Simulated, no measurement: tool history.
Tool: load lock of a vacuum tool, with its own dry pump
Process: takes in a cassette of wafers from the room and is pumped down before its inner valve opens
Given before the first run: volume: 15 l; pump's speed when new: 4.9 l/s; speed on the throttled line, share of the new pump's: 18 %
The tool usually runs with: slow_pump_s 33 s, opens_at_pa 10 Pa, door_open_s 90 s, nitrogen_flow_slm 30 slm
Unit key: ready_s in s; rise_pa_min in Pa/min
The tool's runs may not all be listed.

| run | hour | slow_pump_s | opens_at_pa | door_open_s | nitrogen_flow_slm | incoming humidity of the room's air, % | ready_s | rise_pa_min |
|---|---|---|---|---|---|---|---|---|
| 1 | 0.0 | 33 | 10 | 90 | 30 | 43.8 | 55.5 | 0.071 |
| 2 | 118.6 | 33 | 8 | 90 | 30 | 47.4 | 57.3 | 0.071 |
| 3 | 333.4 | 33 | 10 | 90 | 30 | 46.6 | 56.9 | 0.071 |
| 4 | 500.2 | 33 | 10 | 90 | 30 | 45.5 | 56.9 | 0.074 |
| 5 | 717.8 | 33 | 8 | 90 | 30 | 45.8 | 58.0 | 0.068 |
| 6 | 907.5 | 33 | 10 | 151 | 30 | 45.7 | 56.0 | 0.078 |
| 7 | 1024.8 | 33 | 11 | 151 | 30 | 46.3 | 56.9 | 0.086 |
| 8 | 1244.4 | 33 | 11 | 151 | 30 | 45.9 | 56.0 | 0.090 |
| 9 | 1484.2 | 33 | 11 | 151 | 30 | 41.9 | 56.1 | 0.083 |
| 10 | 1701.2 | 33 | 11 | 151 | 30 | 44.8 | 56.8 | 0.086 |
| 11 | 1844.4 | 33 | 11 | 151 | 30 | 41.5 | 57.1 | 0.089 |
| 12 | 1970.6 | 33 | 11 | 151 | 30 | 45.7 | 56.3 | 0.085 |
| 13 | 2180.8 | 33 | 11 | 151 | 30 | 43.0 | 56.1 | 0.095 |
| 14 | 2430.8 | 33 | 10 | 90 | 30 | 42.6 | 57.2 | 0.085 |
| 15 | 2552.1 | 33 | 10 | 90 | 30 | 41.7 | 57.3 | 0.087 |
| 16 | 2723.6 | 33 | 11 | 90 | 30 | 43.8 | 57.4 | 0.096 |
| 17 | 2959.3 | 33 | 11 | 90 | 30 | 43.6 | 56.6 | 0.088 |
| 18 | 3209.7 | 33 | 10 | 90 | 30 | 44.3 | 57.2 | 0.098 |
| 19 | 3419.8 | 31 | 10 | 90 | 30 | 45.5 | 55.1 | 0.099 |
| 20 | 3599.9 | 33 | 12 | 90 | 44 | 46.0 | 56.8 | 0.097 |
| 21 | 3822.1 | 56 | 10 | 60 | 8 | 46.7 | 75.6 | 0.133 |
| 22 | 3936.7 | 22 | 9 | 38 | 30 | 43.3 | 49.4 | 0.090 |
| 23 | 4106.1 | 22 | 9 | 38 | 30 | 43.5 | 49.5 | 0.095 |
| 24 | 4339.0 | 33 | 10 | 112 | 29 | 45.0 | 58.0 | 0.117 |
| 25 | 4540.1 | 33 | 10 | 90 | 30 | 45.1 | 57.4 | 0.115 |
| 26 | 4790.9 | 21 | 10 | 205 | 30 | 47.0 | 48.2 | 0.125 |
| 27 | 4934.7 | 33 | 18 | 230 | 30 | 44.6 | 56.6 | 0.126 |
| 28 | 5208.2 | 33 | 18 | 230 | 30 | 46.3 | 56.1 | 0.133 |
| 29 | 5353.9 | 33 | 18 | 230 | 30 | 47.7 | 56.1 | 0.134 |
| 30 | 5489.4 | 21 | 10 | 230 | 9 | 41.0 | 48.8 | 0.176 |
| 31 | 5683.8 | 33 | 13 | 71 | 30 | 44.7 | 58.0 | 0.122 |
| 32 | 5910.6 | 21 | 10 | 90 | 6 | 47.1 | 48.9 | 0.180 |
| 33 | 6056.2 | 21 | 10 | 90 | 6 | 43.8 | 48.5 | 0.171 |
| 34 | 6279.7 | 33 | 19 | 64 | 30 | 43.7 | 56.5 | 0.125 |
| 35 | 6445.4 | 33 | 19 | 64 | 30 | 43.7 | 56.6 | 0.125 |
| 36 | 6634.2 | 33 | 18 | 76 | 7 | 48.1 | 55.4 | 0.180 |

Each row is a separate what-if for the run after 36, all from the same tool condition, not one after another. Results?
| A | 6864.5 | 33 | 18 | 76 | 5 | 42.8 | ? | ? |
| B | 6864.5 | 33 | 10 | 90 | 11 | 49.1 | ? | ? |
| C | 6864.5 | 59 | 18 | 76 | 5 | 43.1 | ? | ? |

| run | ready_s | rise_pa_min |
|---|---|---|
| A | 56.6 | 0.181 |
| B | 58.9 | 0.174 |
| C | 76.6 | 0.179 |
With no hidden state in the tool, these same runs would have given:
| run | ready_s | rise_pa_min |
|---|---|---|
| A | 53.6 | 0.086 |
| B | 55.7 | 0.077 |
| C | 74.3 | 0.085 |
